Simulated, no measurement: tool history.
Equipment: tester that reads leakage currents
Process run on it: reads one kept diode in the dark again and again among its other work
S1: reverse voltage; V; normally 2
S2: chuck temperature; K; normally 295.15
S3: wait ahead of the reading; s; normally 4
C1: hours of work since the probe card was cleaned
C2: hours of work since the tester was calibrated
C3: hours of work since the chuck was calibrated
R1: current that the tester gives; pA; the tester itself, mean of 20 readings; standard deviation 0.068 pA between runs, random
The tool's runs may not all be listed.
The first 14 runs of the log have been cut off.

| run | day | S1 | S2 | S3 | C1 | C2 | C3 | R1 |
|---|---|---|---|---|---|---|---|---|
|  | 54.475 | chuck's temperature calibrated |
| 15 | 54.533 | 2 | 313.15 | 4 | 76 | 1168 | 1 | 55.95 |
| 16 | 57.104 | 2 | 299.15 | 4 | 121 | 1213 | 47 | 20.38 |
| 17 | 60.892 | 4.76 | 309.15 | 2.72 | 188 | 1280 | 114 | 65.17 |
| 18 | 64.421 | 2.67 | 295.15 | 0.49 | 251 | 1343 | 176 | 17.68 |
| 19 | 68.329 | 2.67 | 295.15 | 0.49 | 320 | 1412 | 245 | 17.86 |
| 20 | 73.396 | 2.67 | 295.15 | 0.49 | 410 | 1501 | 335 | 17.93 |
| 21 | 76.996 | 19.2 | 315.15 | 4.58 | 473 | 1565 | 399 | 195.65 |
| 22 | 80.796 | 2 | 312.15 | 0.49 | 541 | 1632 | 466 | 51.47 |
| 23 | 84.304 | 1.61 | 303.15 | 1.62 | 603 | 1694 | 528 | 24.28 |
| 24 | 88.133 | 1.61 | 303.15 | 1.62 | 670 | 1762 | 596 | 24.46 |
| 25 | 91.438 | 13.29 | 298.15 | 1.18 | 729 | 1821 | 654 | 52.15 |
| 26 | 96.542 | 2 | 295.15 | 2 | 819 | 1911 | 745 | 15.15 |
| 27 | 99.458 | 12.07 | 295.15 | 4 | 871 | 1963 | 796 | 40.23 |
| 28 | 104.542 | 7.43 | 296.15 | 1.76 | 961 | 2053 | 886 | 33.15 |
| 29 | 109.612 | 2.55 | 293.15 | 4 | 1051 | 2142 | 976 | 14.89 |
| 30 | 114.008 | 4.1 | 317.15 | 3.14 | 1128 | 2220 | 1054 | 101.55 |
| 31 | 116.521 | 4.1 | 317.15 | 3.14 | 1173 | 2265 | 1098 | 100.99 |

Here are 4 independent what-if runs from the current tool condition. What would each one return?
| A | 121.892 | 2.45 | 297.15 | 0.52 | 1268 | 2360 | 1193 | ? |
| B | 121.892 | 1.32 | 317.15 | 2.39 | 1268 | 2360 | 1193 | ? |
| C | 121.892 | 2 | 310.15 | 4 | 1268 | 2360 | 1193 | ? |
| D | 121.892 | 4.1 | 310.15 | 3.14 | 1268 | 2360 | 1193 | ? |

| run | R1 |
|---|---|
| A | 19.95 |
| B | 57.07 |
| C | 43.74 |
| D | 62.82 |
What these runs would have given with no unlogged condition in the tool:
| run | R1 |
|---|---|
| A | 19.91 |
| B | 60.55 |
| C | 45.84 |
| D | 64.99 |
